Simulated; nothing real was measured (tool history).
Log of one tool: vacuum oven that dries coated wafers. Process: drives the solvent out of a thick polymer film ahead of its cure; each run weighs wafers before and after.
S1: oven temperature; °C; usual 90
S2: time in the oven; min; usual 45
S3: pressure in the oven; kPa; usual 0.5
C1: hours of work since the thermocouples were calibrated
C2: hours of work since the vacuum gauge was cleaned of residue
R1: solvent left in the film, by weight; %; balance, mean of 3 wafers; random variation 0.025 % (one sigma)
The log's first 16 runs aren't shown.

run 17 hour=710 | S1=90 S2=45 S3=0.605 | C1=586 C2=1167 | R1=2.44
run 18 hour=736 | S1=90 S2=45 S3=0.605 | C1=599 C2=1180 | R1=2.5
run 19 hour=791 | S1=90 S2=45 S3=0.605 | C1=627 C2=1208 | R1=2.52
run 20 hour=830.2 | S1=90 S2=45 S3=0.605 | C1=647 C2=1228 | R1=2.51
run 21 hour=886.1 | S1=76 S2=27 S3=0.269 | C1=675 C2=1256 | R1=7.6
-- hour=910.9 oven's thermocouples calibrated
run 22 hour=932 | S1=101 S2=27 S3=0.354 | C1=11 C2=1278 | R1=1.3
run 23 hour=960.9 | S1=101 S2=27 S3=0.354 | C1=25 C2=1293 | R1=1.27
run 24 hour=992.8 | S1=101 S2=27 S3=0.354 | C1=42 C2=1309 | R1=1.31
run 25 hour=1028.3 | S1=85 S2=58 S3=0.936 | C1=60 C2=1327 | R1=2.89
run 26 hour=1090.5 | S1=85 S2=58 S3=0.49 | C1=91 C2=1359 | R1=2.43
run 27 hour=1117.4 | S1=85 S2=58 S3=0.49 | C1=105 C2=1372 | R1=2.41
run 28 hour=1164.5 | S1=85 S2=58 S3=0.49 | C1=129 C2=1396 | R1=2.43
run 29 hour=1208.4 | S1=85 S2=58 S3=0.49 | C1=151 C2=1419 | R1=2.46
run 30 hour=1236.3 | S1=95 S2=52 S3=0.388 | C1=165 C2=1433 | R1=0.95
run 31 hour=1287.1 | S1=92 S2=43 S3=1.087 | C1=191 C2=1459 | R1=2.41
run 32 hour=1343 | S1=80 S2=27 S3=0.5 | C1=219 C2=1487 | R1=6.62
run 33 hour=1401.3 | S1=92 S2=49 S3=0.5 | C1=249 C2=1516 | R1=1.62
run 34 hour=1427.1 | S1=92 S2=49 S3=0.5 | C1=262 C2=1530 | R1=1.61
run 35 hour=1455.3 | S1=92 S2=49 S3=0.5 | C1=276 C2=1544 | R1=1.63
run 36 hour=1490 | S1=92 S2=22 S3=0.5 | C1=294 C2=1561 | R1=4.17
run 37 hour=1534.2 | S1=92 S2=22 S3=0.5 | C1=316 C2=1584 | R1=4.25

3 ways to go on from here, each from the tool as it stands after run 37. What would each give?
run A hour=1586.3 | S1=92 S2=27 S3=0.5 | C1=343 C2=1610 | R1=?
run B hour=1586.3 | S1=92 S2=40 S3=0.595 | C1=343 C2=1610 | R1=?
run C hour=1586.3 | S1=92 S2=72 S3=0.5 | C1=343 C2=1610 | R1=?

run=A R1=3.49
run=B R1=2.22
run=C R1=1.02
Without the tool's hidden state the same runs would have given:
run=A R1=3.22
run=B R1=1.95
run=C R1=0.77
